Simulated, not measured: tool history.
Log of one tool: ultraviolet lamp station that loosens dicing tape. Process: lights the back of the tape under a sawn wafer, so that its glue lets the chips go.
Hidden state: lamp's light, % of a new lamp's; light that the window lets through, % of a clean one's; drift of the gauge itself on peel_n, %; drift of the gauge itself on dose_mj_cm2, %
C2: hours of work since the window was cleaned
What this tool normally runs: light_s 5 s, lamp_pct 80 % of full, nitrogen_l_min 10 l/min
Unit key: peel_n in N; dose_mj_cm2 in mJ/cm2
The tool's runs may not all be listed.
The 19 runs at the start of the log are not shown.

{"run": 20, "hour": 488.5, "light_s": 5, "lamp_pct": 80, "nitrogen_l_min": 10, "hours of work of the lamp": 1226, "C2": 54, "peel_n": 0.74, "dose_mj_cm2": 338}
{"hour": 498.4, "done": "lamp changed"}
{"run": 21, "hour": 509.0, "light_s": 5, "lamp_pct": 80, "nitrogen_l_min": 10, "hours of work of the lamp": 7, "C2": 66, "peel_n": 0.4, "dose_mj_cm2": 486}
{"run": 22, "hour": 528.7, "light_s": 2, "lamp_pct": 80, "nitrogen_l_min": 10, "hours of work of the lamp": 19, "C2": 79, "peel_n": 1.281, "dose_mj_cm2": 191}
{"run": 23, "hour": 554.8, "light_s": 10, "lamp_pct": 66, "nitrogen_l_min": 10, "hours of work of the lamp": 35, "C2": 95, "peel_n": 0.207, "dose_mj_cm2": 802}
{"run": 24, "hour": 571.2, "light_s": 10, "lamp_pct": 76, "nitrogen_l_min": 6, "hours of work of the lamp": 45, "C2": 105, "peel_n": 0.221, "dose_mj_cm2": 910}
{"run": 25, "hour": 595.9, "light_s": 4, "lamp_pct": 76, "nitrogen_l_min": 18, "hours of work of the lamp": 60, "C2": 120, "peel_n": 0.45, "dose_mj_cm2": 364}
{"run": 26, "hour": 616.2, "light_s": 4, "lamp_pct": 85, "nitrogen_l_min": 18, "hours of work of the lamp": 73, "C2": 133, "peel_n": 0.386, "dose_mj_cm2": 405}
{"run": 27, "hour": 650.0, "light_s": 5, "lamp_pct": 73, "nitrogen_l_min": 13, "hours of work of the lamp": 94, "C2": 154, "peel_n": 0.392, "dose_mj_cm2": 435}
{"run": 28, "hour": 680.6, "light_s": 3, "lamp_pct": 88, "nitrogen_l_min": 12, "hours of work of the lamp": 113, "C2": 173, "peel_n": 0.685, "dose_mj_cm2": 308}
{"run": 29, "hour": 697.9, "light_s": 3, "lamp_pct": 62, "nitrogen_l_min": 12, "hours of work of the lamp": 123, "C2": 183, "peel_n": 1.045, "dose_mj_cm2": 217}
{"run": 30, "hour": 733.8, "light_s": 3, "lamp_pct": 62, "nitrogen_l_min": 12, "hours of work of the lamp": 146, "C2": 206, "peel_n": 1.104, "dose_mj_cm2": 214}
{"run": 31, "hour": 753.0, "light_s": 3, "lamp_pct": 62, "nitrogen_l_min": 12, "hours of work of the lamp": 158, "C2": 217, "peel_n": 1.088, "dose_mj_cm2": 214}
{"run": 32, "hour": 774.6, "light_s": 6, "lamp_pct": 73, "nitrogen_l_min": 11, "hours of work of the lamp": 171, "C2": 231, "peel_n": 0.353, "dose_mj_cm2": 497}
{"run": 33, "hour": 798.1, "light_s": 9, "lamp_pct": 78, "nitrogen_l_min": 11, "hours of work of the lamp": 185, "C2": 245, "peel_n": 0.203, "dose_mj_cm2": 804}
{"run": 34, "hour": 819.7, "light_s": 3, "lamp_pct": 86, "nitrogen_l_min": 10, "hours of work of the lamp": 199, "C2": 259, "peel_n": 0.791, "dose_mj_cm2": 296}
{"run": 35, "hour": 836.2, "light_s": 7, "lamp_pct": 86, "nitrogen_l_min": 9, "hours of work of the lamp": 209, "C2": 269, "peel_n": 0.262, "dose_mj_cm2": 681}
{"run": 36, "hour": 864.8, "light_s": 5, "lamp_pct": 80, "nitrogen_l_min": 5, "hours of work of the lamp": 227, "C2": 287, "peel_n": 0.655, "dose_mj_cm2": 450}
{"run": 37, "hour": 891.7, "light_s": 5, "lamp_pct": 80, "nitrogen_l_min": 5, "hours of work of the lamp": 243, "C2": 303, "peel_n": 0.684, "dose_mj_cm2": 444}
{"run": 38, "hour": 916.5, "light_s": 5, "lamp_pct": 80, "nitrogen_l_min": 5, "hours of work of the lamp": 259, "C2": 319, "peel_n": 0.674, "dose_mj_cm2": 443}
{"run": 39, "hour": 935.9, "light_s": 5, "lamp_pct": 80, "nitrogen_l_min": 5, "hours of work of the lamp": 271, "C2": 331, "peel_n": 0.695, "dose_mj_cm2": 443}
{"run": 40, "hour": 951.8, "light_s": 4, "lamp_pct": 80, "nitrogen_l_min": 4, "hours of work of the lamp": 281, "C2": 340, "peel_n": 1.009, "dose_mj_cm2": 353}
{"run": 41, "hour": 989.5, "light_s": 4, "lamp_pct": 80, "nitrogen_l_min": 4, "hours of work of the lamp": 304, "C2": 364, "peel_n": 1.036, "dose_mj_cm2": 351}
{"run": 42, "hour": 1021.6, "light_s": 5, "lamp_pct": 80, "nitrogen_l_min": 10, "hours of work of the lamp": 324, "C2": 384, "peel_n": 0.478, "dose_mj_cm2": 438}
{"run": 43, "hour": 1056.8, "light_s": 5, "lamp_pct": 80, "nitrogen_l_min": 10, "hours of work of the lamp": 345, "C2": 405, "peel_n": 0.465, "dose_mj_cm2": 431}
{"run": 44, "hour": 1091.2, "light_s": 5, "lamp_pct": 80, "nitrogen_l_min": 6, "hours of work of the lamp": 367, "C2": 427, "peel_n": 0.659, "dose_mj_cm2": 423}

Branching from run 44: 3 alternative next runs. What would each branch give?
{"run": "A", "hour": 1108.8, "light_s": 5, "lamp_pct": 89, "nitrogen_l_min": 6, "hours of work of the lamp": 378, "C2": 438, "peel_n": "?", "dose_mj_cm2": "?"}
{"run": "B", "hour": 1108.8, "light_s": 2, "lamp_pct": 80, "nitrogen_l_min": 10, "hours of work of the lamp": 378, "C2": 438, "peel_n": "?", "dose_mj_cm2": "?"}
{"run": "C", "hour": 1108.8, "light_s": 3, "lamp_pct": 80, "nitrogen_l_min": 6, "hours of work of the lamp": 378, "C2": 438, "peel_n": "?", "dose_mj_cm2": "?"}

run=A peel_n=0.550 dose_mj_cm2=477
run=B peel_n=1.441 dose_mj_cm2=168
run=C peel_n=1.201 dose_mj_cm2=250
Stripped of hidden state, with their random variation kept, the same runs would have yielded:
run=A peel_n=0.434 dose_mj_cm2=558
run=B peel_n=1.255 dose_mj_cm2=196
run=C peel_n=1.017 dose_mj_cm2=293
